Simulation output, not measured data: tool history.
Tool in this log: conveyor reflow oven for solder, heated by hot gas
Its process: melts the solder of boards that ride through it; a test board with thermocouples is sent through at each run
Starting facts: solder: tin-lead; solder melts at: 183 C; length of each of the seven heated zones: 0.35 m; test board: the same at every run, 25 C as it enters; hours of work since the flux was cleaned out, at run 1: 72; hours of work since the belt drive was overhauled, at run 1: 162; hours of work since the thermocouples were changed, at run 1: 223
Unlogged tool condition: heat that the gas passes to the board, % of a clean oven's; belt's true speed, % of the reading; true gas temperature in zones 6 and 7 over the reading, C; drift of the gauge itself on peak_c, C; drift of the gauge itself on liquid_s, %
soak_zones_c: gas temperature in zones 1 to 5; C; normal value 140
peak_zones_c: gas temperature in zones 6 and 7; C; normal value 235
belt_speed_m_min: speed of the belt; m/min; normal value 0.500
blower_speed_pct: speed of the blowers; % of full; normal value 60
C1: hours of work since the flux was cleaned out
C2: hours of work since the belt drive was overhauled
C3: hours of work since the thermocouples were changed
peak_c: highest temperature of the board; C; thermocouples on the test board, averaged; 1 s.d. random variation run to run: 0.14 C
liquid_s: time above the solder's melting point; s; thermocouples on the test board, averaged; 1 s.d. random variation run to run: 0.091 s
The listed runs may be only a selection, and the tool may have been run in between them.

{"run": 1, "hour": 0.0, "soak_zones_c": 140, "peak_zones_c": 235, "belt_speed_m_min": 0.5, "blower_speed_pct": 60, "C1": 72, "C2": 162, "C3": 223, "peak_c": 214.8, "liquid_s": 60.57}
{"run": 2, "hour": 9.5, "soak_zones_c": 142, "peak_zones_c": 235, "belt_speed_m_min": 0.5, "blower_speed_pct": 60, "C1": 78, "C2": 168, "C3": 230, "peak_c": 215.1, "liquid_s": 61.73}
{"run": 3, "hour": 18.0, "soak_zones_c": 142, "peak_zones_c": 235, "belt_speed_m_min": 0.5, "blower_speed_pct": 60, "C1": 84, "C2": 173, "C3": 235, "peak_c": 215.1, "liquid_s": 61.85}
{"run": 4, "hour": 24.8, "soak_zones_c": 142, "peak_zones_c": 235, "belt_speed_m_min": 0.5, "blower_speed_pct": 60, "C1": 88, "C2": 178, "C3": 240, "peak_c": 215.0, "liquid_s": 61.75}
{"run": 5, "hour": 30.0, "soak_zones_c": 142, "peak_zones_c": 235, "belt_speed_m_min": 0.5, "blower_speed_pct": 60, "C1": 92, "C2": 181, "C3": 243, "peak_c": 215.1, "liquid_s": 61.69}
{"run": 6, "hour": 38.7, "soak_zones_c": 142, "peak_zones_c": 235, "belt_speed_m_min": 0.5, "blower_speed_pct": 60, "C1": 97, "C2": 187, "C3": 249, "peak_c": 214.7, "liquid_s": 61.77}
{"run": 7, "hour": 48.6, "soak_zones_c": 140, "peak_zones_c": 235, "belt_speed_m_min": 0.5, "blower_speed_pct": 60, "C1": 104, "C2": 194, "C3": 255, "peak_c": 214.4, "liquid_s": 60.55}
{"run": 8, "hour": 59.1, "soak_zones_c": 140, "peak_zones_c": 235, "belt_speed_m_min": 0.5, "blower_speed_pct": 60, "C1": 111, "C2": 201, "C3": 262, "peak_c": 214.2, "liquid_s": 60.42}
{"run": 9, "hour": 68.4, "soak_zones_c": 128, "peak_zones_c": 235, "belt_speed_m_min": 0.5, "blower_speed_pct": 60, "C1": 117, "C2": 207, "C3": 268, "peak_c": 211.8, "liquid_s": 53.22}
{"run": 10, "hour": 78.8, "soak_zones_c": 140, "peak_zones_c": 235, "belt_speed_m_min": 0.533, "blower_speed_pct": 60, "C1": 124, "C2": 214, "C3": 275, "peak_c": 211.9, "liquid_s": 53.76}
{"run": 11, "hour": 87.3, "soak_zones_c": 140, "peak_zones_c": 227, "belt_speed_m_min": 0.5, "blower_speed_pct": 60, "C1": 130, "C2": 219, "C3": 281, "peak_c": 207.8, "liquid_s": 53.22}
{"run": 12, "hour": 98.2, "soak_zones_c": 140, "peak_zones_c": 235, "belt_speed_m_min": 0.464, "blower_speed_pct": 60, "C1": 137, "C2": 226, "C3": 288, "peak_c": 217.0, "liquid_s": 68.15}
{"run": 13, "hour": 106.5, "soak_zones_c": 140, "peak_zones_c": 235, "belt_speed_m_min": 0.464, "blower_speed_pct": 60, "C1": 142, "C2": 232, "C3": 294, "peak_c": 216.8, "liquid_s": 68.3}
{"run": 14, "hour": 117.4, "soak_zones_c": 140, "peak_zones_c": 233, "belt_speed_m_min": 0.5, "blower_speed_pct": 60, "C1": 149, "C2": 239, "C3": 301, "peak_c": 212.5, "liquid_s": 58.62}
{"run": 15, "hour": 128.7, "soak_zones_c": 143, "peak_zones_c": 235, "belt_speed_m_min": 0.5, "blower_speed_pct": 60, "C1": 157, "C2": 247, "C3": 308, "peak_c": 214.8, "liquid_s": 62.24}
{"run": 16, "hour": 133.9, "soak_zones_c": 143, "peak_zones_c": 235, "belt_speed_m_min": 0.5, "blower_speed_pct": 60, "C1": 160, "C2": 250, "C3": 312, "peak_c": 215.0, "liquid_s": 62.09}
{"run": 17, "hour": 144.4, "soak_zones_c": 143, "peak_zones_c": 235, "belt_speed_m_min": 0.5, "blower_speed_pct": 60, "C1": 167, "C2": 257, "C3": 319, "peak_c": 214.8, "liquid_s": 62.18}
{"run": 18, "hour": 153.0, "soak_zones_c": 143, "peak_zones_c": 235, "belt_speed_m_min": 0.5, "blower_speed_pct": 60, "C1": 173, "C2": 263, "C3": 324, "peak_c": 214.8, "liquid_s": 62.12}
{"run": 19, "hour": 161.4, "soak_zones_c": 140, "peak_zones_c": 226, "belt_speed_m_min": 0.5, "blower_speed_pct": 60, "C1": 178, "C2": 268, "C3": 330, "peak_c": 206.6, "liquid_s": 52.08}
{"run": 20, "hour": 172.5, "soak_zones_c": 140, "peak_zones_c": 226, "belt_speed_m_min": 0.5, "blower_speed_pct": 80, "C1": 186, "C2": 276, "C3": 337, "peak_c": 210.2, "liquid_s": 57.2}
{"run": 21, "hour": 181.4, "soak_zones_c": 141, "peak_zones_c": 235, "belt_speed_m_min": 0.568, "blower_speed_pct": 62, "C1": 192, "C2": 281, "C3": 343, "peak_c": 209.8, "liquid_s": 48.71}
{"run": 22, "hour": 191.2, "soak_zones_c": 141, "peak_zones_c": 235, "belt_speed_m_min": 0.568, "blower_speed_pct": 62, "C1": 198, "C2": 288, "C3": 350, "peak_c": 210.1, "liquid_s": 48.56}
{"run": 23, "hour": 197.8, "soak_zones_c": 140, "peak_zones_c": 234, "belt_speed_m_min": 0.514, "blower_speed_pct": 60, "C1": 202, "C2": 292, "C3": 354, "peak_c": 212.1, "liquid_s": 56.55}
{"run": 24, "hour": 204.3, "soak_zones_c": 140, "peak_zones_c": 234, "belt_speed_m_min": 0.514, "blower_speed_pct": 60, "C1": 207, "C2": 297, "C3": 358, "peak_c": 211.9, "liquid_s": 56.35}
{"run": 25, "hour": 213.3, "soak_zones_c": 146, "peak_zones_c": 240, "belt_speed_m_min": 0.505, "blower_speed_pct": 76, "C1": 213, "C2": 302, "C3": 364, "peak_c": 222.2, "liquid_s": 69.54}
{"run": 26, "hour": 223.2, "soak_zones_c": 146, "peak_zones_c": 240, "belt_speed_m_min": 0.505, "blower_speed_pct": 76, "C1": 219, "C2": 309, "C3": 371, "peak_c": 222.3, "liquid_s": 69.49}
{"run": 27, "hour": 232.8, "soak_zones_c": 146, "peak_zones_c": 240, "belt_speed_m_min": 0.505, "blower_speed_pct": 76, "C1": 226, "C2": 315, "C3": 377, "peak_c": 222.4, "liquid_s": 69.51}
{"run": 28, "hour": 243.5, "soak_zones_c": 146, "peak_zones_c": 240, "belt_speed_m_min": 0.59, "blower_speed_pct": 54, "C1": 233, "C2": 322, "C3": 384, "peak_c": 211.3, "liquid_s": 49.17}
{"run": 29, "hour": 253.8, "soak_zones_c": 140, "peak_zones_c": 249, "belt_speed_m_min": 0.5, "blower_speed_pct": 60, "C1": 239, "C2": 329, "C3": 391, "peak_c": 225.8, "liquid_s": 70.04}
{"run": 30, "hour": 261.6, "soak_zones_c": 143, "peak_zones_c": 227, "belt_speed_m_min": 0.5, "blower_speed_pct": 70, "C1": 245, "C2": 334, "C3": 396, "peak_c": 209.6, "liquid_s": 57.6}

Measured result minus the same run's result without the hidden state. Both carry the same run-to-run variation, though not necessarily the same gauge scatter:
run=1 peak_c=-0.2 liquid_s=-0.03
run=2 peak_c=-0.3 liquid_s=-0.04
run=3 peak_c=-0.3 liquid_s=-0.06
run=4 peak_c=-0.3 liquid_s=-0.08
run=5 peak_c=-0.3 liquid_s=-0.09
run=6 peak_c=-0.3 liquid_s=-0.11
run=7 peak_c=-0.4 liquid_s=-0.15
run=8 peak_c=-0.3 liquid_s=-0.18
run=9 peak_c=-0.4 liquid_s=-0.30
run=10 peak_c=-0.5 liquid_s=-0.28
run=11 peak_c=-0.5 liquid_s=-0.37
run=12 peak_c=-0.4 liquid_s=-0.19
run=13 peak_c=-0.5 liquid_s=-0.21
run=14 peak_c=-0.6 liquid_s=-0.34
run=15 peak_c=-0.6 liquid_s=-0.30
run=16 peak_c=-0.6 liquid_s=-0.31
run=17 peak_c=-0.6 liquid_s=-0.34
run=18 peak_c=-0.6 liquid_s=-0.35
run=19 peak_c=-0.7 liquid_s=-0.64
run=20 peak_c=-0.8 liquid_s=-0.61
run=21 peak_c=-0.8 liquid_s=-0.62
run=22 peak_c=-0.8 liquid_s=-0.65
run=23 peak_c=-0.8 liquid_s=-0.57
run=24 peak_c=-0.9 liquid_s=-0.59
run=25 peak_c=-0.9 liquid_s=-0.29
run=26 peak_c=-0.9 liquid_s=-0.30
run=27 peak_c=-0.9 liquid_s=-0.31
run=28 peak_c=-1.0 liquid_s=-0.69
run=29 peak_c=-1.0 liquid_s=-0.30
run=30 peak_c=-0.9 liquid_s=-0.82
